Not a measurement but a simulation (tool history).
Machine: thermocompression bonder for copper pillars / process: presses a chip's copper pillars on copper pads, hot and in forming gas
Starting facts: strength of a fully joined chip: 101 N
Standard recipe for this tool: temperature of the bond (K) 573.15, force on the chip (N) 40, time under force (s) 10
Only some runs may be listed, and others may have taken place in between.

| run | day | temperature of the bond (K) | force on the chip (N) | time under force (s) | force that shears a chip off (N) |
|---|---|---|---|---|---|
| 1 | 0.000 | 573.15 | 40 | 10 | 68.6 |
| 2 | 1.662 | 573.15 | 40 | 10 | 67.3 |
| 3 | 3.971 | 573.15 | 47 | 10 | 73.6 |
| 4 | 6.121 | 590.15 | 40 | 10 | 74.1 |
| 5 | 8.433 | 590.15 | 40 | 10 | 73.7 |
| 6 | 10.617 | 590.15 | 40 | 10 | 73.8 |
|  | 11.154 | forming gas filter changed |
| 7 | 13.171 | 573.15 | 40 | 10 | 69.9 |
| 8 | 16.092 | 573.15 | 40 | 10 | 69.9 |
| 9 | 17.829 | 598.15 | 34 | 10 | 73.4 |
| 10 | 21.154 | 590.15 | 40 | 8 | 71.8 |
| 11 | 23.729 | 602.15 | 53 | 21 | 92.9 |
| 12 | 27.438 | 555.15 | 33 | 5 | 38.0 |
| 13 | 29.842 | 573.15 | 55 | 10 | 78.6 |

Estimate the outcome of run 14 from the log above:
| 14 | 33.558 | 591.15 | 44 | 10 | ? |

Run 14 yielded force that shears a chip off (N) 76.0.
Had the tool carried no hidden state, the very same run would have given force that shears a chip off (N) 81.6.
